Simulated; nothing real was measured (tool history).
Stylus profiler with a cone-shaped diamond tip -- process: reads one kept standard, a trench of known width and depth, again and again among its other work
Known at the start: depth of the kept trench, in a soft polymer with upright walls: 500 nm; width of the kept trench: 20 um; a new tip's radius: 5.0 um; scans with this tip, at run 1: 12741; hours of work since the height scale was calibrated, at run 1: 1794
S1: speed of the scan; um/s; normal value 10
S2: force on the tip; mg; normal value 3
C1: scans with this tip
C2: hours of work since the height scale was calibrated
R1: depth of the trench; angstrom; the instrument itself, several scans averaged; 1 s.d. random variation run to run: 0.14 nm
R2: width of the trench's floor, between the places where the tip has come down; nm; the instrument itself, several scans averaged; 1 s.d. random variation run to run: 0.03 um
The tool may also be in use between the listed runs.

run 1 hour=0 | S1=10 S2=3 | C1=12741 C2=1794 | R1=5060.4 R2=13340
run 2 hour=54.8 | S1=10 S2=3 | C1=13048 C2=1838 | R1=5059.2 R2=13330
run 3 hour=110.4 | S1=10 S2=2.88 | C1=13361 C2=1882 | R1=5063.1 R2=13270
run 4 hour=149.9 | S1=10 S2=2.88 | C1=13583 C2=1913 | R1=5063 R2=13250
run 5 hour=194.8 | S1=10 S2=2.88 | C1=13835 C2=1948 | R1=5060.5 R2=13220
-- hour=211 height scale calibrated on a step standard
run 6 hour=235.2 | S1=10 S2=2.88 | C1=14059 C2=19 | R1=5042.8 R2=13130
run 7 hour=299.2 | S1=10 S2=2.88 | C1=14418 C2=70 | R1=5044.5 R2=13150
run 8 hour=344.7 | S1=10 S2=5.65 | C1=14674 C2=106 | R1=5068.3 R2=13110
run 9 hour=384.7 | S1=10 S2=6.26 | C1=14898 C2=137 | R1=5073 R2=13130
run 10 hour=455.7 | S1=10 S2=2.3 | C1=15298 C2=194 | R1=5040 R2=13000
run 11 hour=516.3 | S1=10 S2=2.3 | C1=15638 C2=241 | R1=5042.9 R2=12910
run 12 hour=575.4 | S1=10 S2=2.3 | C1=15970 C2=288 | R1=5039.8 R2=12940
run 13 hour=642.7 | S1=10 S2=2.3 | C1=16348 C2=342 | R1=5040.3 R2=12880
run 14 hour=713.3 | S1=10 S2=2.3 | C1=16744 C2=397 | R1=5040.2 R2=12900
run 15 hour=787.1 | S1=4 S2=2.3 | C1=17159 C2=456 | R1=5039.6 R2=12810
run 16 hour=848.7 | S1=10 S2=3 | C1=17505 C2=504 | R1=5047.4 R2=12700
-- hour=895.3 new tip fitted, height scale calibrated
run 17 hour=898 | S1=10 S2=3 | C1=15 C2=2 | R1=5043.6 R2=15640
run 18 hour=936.3 | S1=4 S2=2.56 | C1=231 C2=32 | R1=5041.4 R2=15620
run 19 hour=1014.7 | S1=30 S2=2.3 | C1=671 C2=94 | R1=5036.2 R2=15390
run 20 hour=1052.8 | S1=27 S2=7.06 | C1=885 C2=125 | R1=5081.5 R2=15400
run 21 hour=1097.2 | S1=27 S2=7.06 | C1=1134 C2=160 | R1=5079.3 R2=15360
run 22 hour=1158.2 | S1=27 S2=7.06 | C1=1477 C2=208 | R1=5079.2 R2=15280
run 23 hour=1203.1 | S1=12 S2=2.99 | C1=1729 C2=243 | R1=5047.5 R2=15240
run 24 hour=1277.4 | S1=40 S2=5.53 | C1=2146 C2=302 | R1=5071 R2=15120
run 25 hour=1332.7 | S1=20 S2=1.31 | C1=2457 C2=346 | R1=5024.4 R2=15050
run 26 hour=1404.4 | S1=20 S2=7.19 | C1=2860 C2=403 | R1=5082.4 R2=15050
run 27 hour=1478 | S1=20 S2=7.19 | C1=3273 C2=461 | R1=5081.6 R2=14970
run 28 hour=1533.8 | S1=20 S2=7.19 | C1=3587 C2=505 | R1=5082.3 R2=14900
run 29 hour=1569.8 | S1=5 S2=1.03 | C1=3788 C2=533 | R1=5025.4 R2=14860
run 30 hour=1634 | S1=5 S2=1.79 | C1=4149 C2=584 | R1=5034.4 R2=14820
run 31 hour=1684.6 | S1=2 S2=1.24 | C1=4433 C2=624 | R1=5029.2 R2=14800
run 32 hour=1759.8 | S1=8 S2=1.24 | C1=4856 C2=684 | R1=5033 R2=14660
run 33 hour=1822.2 | S1=5 S2=2.43 | C1=5206 C2=733 | R1=5046.7 R2=14580
run 34 hour=1864.9 | S1=5 S2=2.43 | C1=5446 C2=767 | R1=5043.9 R2=14610

Forecast each of these 3 alternatives for the next run:
run A hour=1920.3 | S1=39 S2=3.86 | C1=5757 C2=811 | R1=? R2=?
run B hour=1920.3 | S1=9 S2=2.43 | C1=5757 C2=811 | R1=? R2=?
run C hour=1920.3 | S1=10 S2=1.83 | C1=5757 C2=811 | R1=? R2=?

run=A R1=5057.9 R2=14460
run=B R1=5044.8 R2=14560
run=C R1=5037.9 R2=14490
With no hidden state in the tool, these same runs would have given:
run=A R1=5052.3 R2=15540
run=B R1=5039.2 R2=15640
run=C R1=5032.3 R2=15570
